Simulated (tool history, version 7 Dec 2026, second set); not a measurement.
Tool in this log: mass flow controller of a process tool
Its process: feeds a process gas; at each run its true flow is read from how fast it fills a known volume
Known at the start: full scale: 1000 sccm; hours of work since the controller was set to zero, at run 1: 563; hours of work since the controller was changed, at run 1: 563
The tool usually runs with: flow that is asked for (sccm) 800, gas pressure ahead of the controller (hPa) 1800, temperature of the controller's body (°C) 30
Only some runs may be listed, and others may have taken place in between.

run	hour	flow that is asked for (sccm)	gas pressure ahead of the controller (hPa)	temperature of the controller's body (°C)	hours of work since the controller was set to zero	hours of work since the controller was changed	true flow (%)
1	0.0	800	1800	30	563	563	99.90
2	53.0	800	1800	30	596	596	99.95
3	130.0	800	2660	30	644	644	100.08
4	214.4	800	2660	30	697	697	100.23
5	301.0	800	2660	30	750	750	100.25
6	343.5	800	2260	30	777	777	100.02
7	388.7	800	2260	30	805	805	100.08
8	455.9	800	2420	22	846	846	99.57
9	536.6	220	2020	35	897	897	99.30
10	573.8	220	2020	35	920	920	99.19
11	624.0	220	2020	35	951	951	99.48
12	698.9	220	2020	35	997	997	99.30
13	757.4	220	2020	35	1034	1034	99.29

Alternative continuations, all from the tool just after run 13; predict every row:
A	809.9	417	2020	35	1066	1066	?
B	809.9	200	1690	34	1066	1066	?
C	809.9	902	1560	39	1066	1066	?
D	809.9	220	2230	35	1066	1066	?
E	809.9	480	2700	31	1066	1066	?

run	true flow (%)
A	99.81
B	98.98
C	100.55
D	99.39
E	99.72
With the hidden condition removed and each run's random variation left untouched, the same runs would have given:
run	true flow (%)
A	100.12
B	99.68
C	100.67
D	100.02
E	99.99

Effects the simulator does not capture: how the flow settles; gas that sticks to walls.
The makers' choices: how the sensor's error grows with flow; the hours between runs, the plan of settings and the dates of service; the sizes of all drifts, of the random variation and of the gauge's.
